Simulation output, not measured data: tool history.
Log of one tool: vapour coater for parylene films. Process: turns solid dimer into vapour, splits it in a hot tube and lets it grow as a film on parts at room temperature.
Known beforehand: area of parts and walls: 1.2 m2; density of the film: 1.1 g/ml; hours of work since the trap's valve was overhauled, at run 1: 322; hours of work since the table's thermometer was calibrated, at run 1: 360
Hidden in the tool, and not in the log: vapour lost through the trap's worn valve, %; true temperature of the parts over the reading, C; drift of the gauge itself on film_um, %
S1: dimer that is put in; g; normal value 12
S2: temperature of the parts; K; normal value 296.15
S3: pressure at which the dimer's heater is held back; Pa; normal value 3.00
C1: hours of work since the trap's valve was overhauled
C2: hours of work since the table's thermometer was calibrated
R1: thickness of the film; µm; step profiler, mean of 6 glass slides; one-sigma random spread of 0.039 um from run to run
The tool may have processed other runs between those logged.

{"run": 1, "hour": 0.0, "S1": 12, "S2": 296.15, "S3": 3.0, "C1": 322, "C2": 360, "R1": 5.68}
{"run": 2, "hour": 12.1, "S1": 12, "S2": 296.15, "S3": 3.0, "C1": 327, "C2": 365, "R1": 5.63}
{"run": 3, "hour": 25.8, "S1": 12, "S2": 296.15, "S3": 3.0, "C1": 333, "C2": 371, "R1": 5.56}
{"run": 4, "hour": 49.5, "S1": 12, "S2": 296.15, "S3": 3.0, "C1": 344, "C2": 382, "R1": 5.62}
{"run": 5, "hour": 75.8, "S1": 12, "S2": 296.15, "S3": 3.0, "C1": 356, "C2": 394, "R1": 5.54}
{"run": 6, "hour": 88.1, "S1": 12, "S2": 296.15, "S3": 3.0, "C1": 362, "C2": 400, "R1": 5.56}
{"run": 7, "hour": 106.5, "S1": 12, "S2": 296.15, "S3": 3.0, "C1": 370, "C2": 408, "R1": 5.56}
{"run": 8, "hour": 120.6, "S1": 12, "S2": 296.15, "S3": 3.0, "C1": 376, "C2": 414, "R1": 5.65}
{"run": 9, "hour": 140.5, "S1": 11, "S2": 296.15, "S3": 3.0, "C1": 385, "C2": 423, "R1": 5.14}
{"run": 10, "hour": 161.3, "S1": 11, "S2": 296.15, "S3": 3.0, "C1": 395, "C2": 433, "R1": 5.13}
{"run": 11, "hour": 172.8, "S1": 11, "S2": 296.15, "S3": 3.0, "C1": 400, "C2": 438, "R1": 5.04}
{"run": 12, "hour": 194.5, "S1": 7, "S2": 296.15, "S3": 3.0, "C1": 410, "C2": 448, "R1": 3.27}
{"run": 13, "hour": 215.3, "S1": 15, "S2": 296.15, "S3": 3.0, "C1": 419, "C2": 457, "R1": 6.91}
{"run": 14, "hour": 226.9, "S1": 15, "S2": 296.15, "S3": 3.0, "C1": 424, "C2": 462, "R1": 6.92}
{"run": 15, "hour": 252.0, "S1": 7, "S2": 296.15, "S3": 6.31, "C1": 436, "C2": 474, "R1": 2.82}
{"run": 16, "hour": 263.2, "S1": 14, "S2": 292.15, "S3": 4.76, "C1": 441, "C2": 479, "R1": 7.15}
{"run": 17, "hour": 283.9, "S1": 7, "S2": 303.15, "S3": 3.0, "C1": 450, "C2": 488, "R1": 2.33}
{"run": 18, "hour": 306.3, "S1": 7, "S2": 296.15, "S3": 9.65, "C1": 460, "C2": 498, "R1": 2.64}
{"hour": 312.2, "done": "trap's valve overhauled"}
{"run": 19, "hour": 323.2, "S1": 11, "S2": 307.15, "S3": 4.76, "C1": 5, "C2": 504, "R1": 2.7}
{"run": 20, "hour": 335.6, "S1": 17, "S2": 292.15, "S3": 4.76, "C1": 11, "C2": 510, "R1": 8.35}
{"run": 21, "hour": 348.7, "S1": 17, "S2": 291.15, "S3": 4.76, "C1": 17, "C2": 516, "R1": 8.74}
{"hour": 364.5, "done": "trap's valve overhauled, once more"}
{"run": 22, "hour": 364.8, "S1": 19, "S2": 306.15, "S3": 4.43, "C1": 0, "C2": 521, "R1": 5.44}
{"run": 23, "hour": 391.0, "S1": 5, "S2": 303.15, "S3": 3.85, "C1": 12, "C2": 533, "R1": 1.67}
{"run": 24, "hour": 418.0, "S1": 5, "S2": 303.15, "S3": 5.23, "C1": 24, "C2": 545, "R1": 1.6}
{"run": 25, "hour": 444.1, "S1": 12, "S2": 296.15, "S3": 2.73, "C1": 36, "C2": 557, "R1": 6.02}
{"run": 26, "hour": 463.7, "S1": 19, "S2": 296.15, "S3": 3.0, "C1": 45, "C2": 566, "R1": 9.38}
{"run": 27, "hour": 480.0, "S1": 12, "S2": 296.15, "S3": 10.19, "C1": 52, "C2": 573, "R1": 4.78}
{"run": 28, "hour": 493.7, "S1": 7, "S2": 295.15, "S3": 2.94, "C1": 58, "C2": 579, "R1": 3.58}

Branching from run 28: 4 alternative next runs. What would each branch give?
{"run": "A", "hour": 505.4, "S1": 6, "S2": 289.15, "S3": 6.98, "C1": 64, "C2": 585, "R1": "?"}
{"run": "B", "hour": 505.4, "S1": 17, "S2": 293.15, "S3": 2.06, "C1": 64, "C2": 585, "R1": "?"}
{"run": "C", "hour": 505.4, "S1": 7, "S2": 302.15, "S3": 2.94, "C1": 64, "C2": 585, "R1": "?"}
{"run": "D", "hour": 505.4, "S1": 9, "S2": 295.15, "S3": 8.65, "C1": 64, "C2": 585, "R1": "?"}

run=A R1=3.52
run=B R1=10.26
run=C R1=2.60
run=D R1=3.80
Take away the tool's hidden state, keep each run's random variation, and the runs would have read:
run=A R1=3.54
run=B R1=10.33
run=C R1=2.62
run=D R1=3.82

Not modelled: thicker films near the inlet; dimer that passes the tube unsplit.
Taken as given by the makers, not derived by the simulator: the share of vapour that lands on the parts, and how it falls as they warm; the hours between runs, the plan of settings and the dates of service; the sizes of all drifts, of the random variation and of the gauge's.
